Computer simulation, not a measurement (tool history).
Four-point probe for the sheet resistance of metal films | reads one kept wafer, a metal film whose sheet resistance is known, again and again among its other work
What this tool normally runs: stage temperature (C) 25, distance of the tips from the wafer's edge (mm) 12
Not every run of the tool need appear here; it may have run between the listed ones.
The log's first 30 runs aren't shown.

run   hour  stage temperature (C)  distance of the tips from the wafer's edge (mm)  touches since the probe head was changed  hours of work since the stage's thermometer was calibrated  sheet resistance as the instrument gives it (ohm/square)
 31  494.4                     32                                                8                                     36896                                                        1637                                                  6.011043
 32  505.9                     32                                                8                                     37292                                                        1642                                                  6.014070
 33  522.4                     24                                               16                                     37860                                                        1650                                                  5.954182
 34  532.1                     24                                               16                                     38194                                                        1655                                                  5.956777
 35  545.7                     33                                                5                                     38661                                                        1661                                                  6.053816
 36  559.0                     21                                               55                                     39120                                                        1668                                                  5.933639
 37  578.7                     30                                               33                                     39796                                                        1677                                                  5.984362
 38  597.6                     27                                               32                                     40447                                                        1687                                                  5.968418
 39  617.8                     27                                               32                                     41144                                                        1696                                                  5.967919
 40  639.9                     27                                               32                                     41903                                                        1707                                                  5.967494
 41  650.9                     32                                                4                                     42284                                                        1712                                                  6.075030
 42  662.3                     32                                                4                                     42676                                                        1718                                                  6.075812
 43  684.7                     25                                               28                                     43447                                                        1729                                                  5.957730
 44  697.9                     25                                               28                                     43901                                                        1735                                                  5.957860
 45  720.0                     25                                               28                                     44661                                                        1746                                                  5.957953
 46  736.5                     34                                               37                                     45232                                                        1754                                                  6.006942

Forecast each of these 3 alternatives for the next run:
  A  749.0                     34                                               53                                     45659                                                        1760                                                         ?
  B  749.0                     34                                                3                                     45659                                                        1760                                                         ?
  C  749.0                     20                                               26                                     45659                                                        1760                                                         ?

run  sheet resistance as the instrument gives it (ohm/square)
  A                                                  6.006175
  B                                                  6.151066
  C                                                  5.930215
Stripped of hidden state, with their random variation kept, the same runs would have yielded:
run  sheet resistance as the instrument gives it (ohm/square)
  A                                                  6.016628
  B                                                  6.161775
  C                                                  5.941188

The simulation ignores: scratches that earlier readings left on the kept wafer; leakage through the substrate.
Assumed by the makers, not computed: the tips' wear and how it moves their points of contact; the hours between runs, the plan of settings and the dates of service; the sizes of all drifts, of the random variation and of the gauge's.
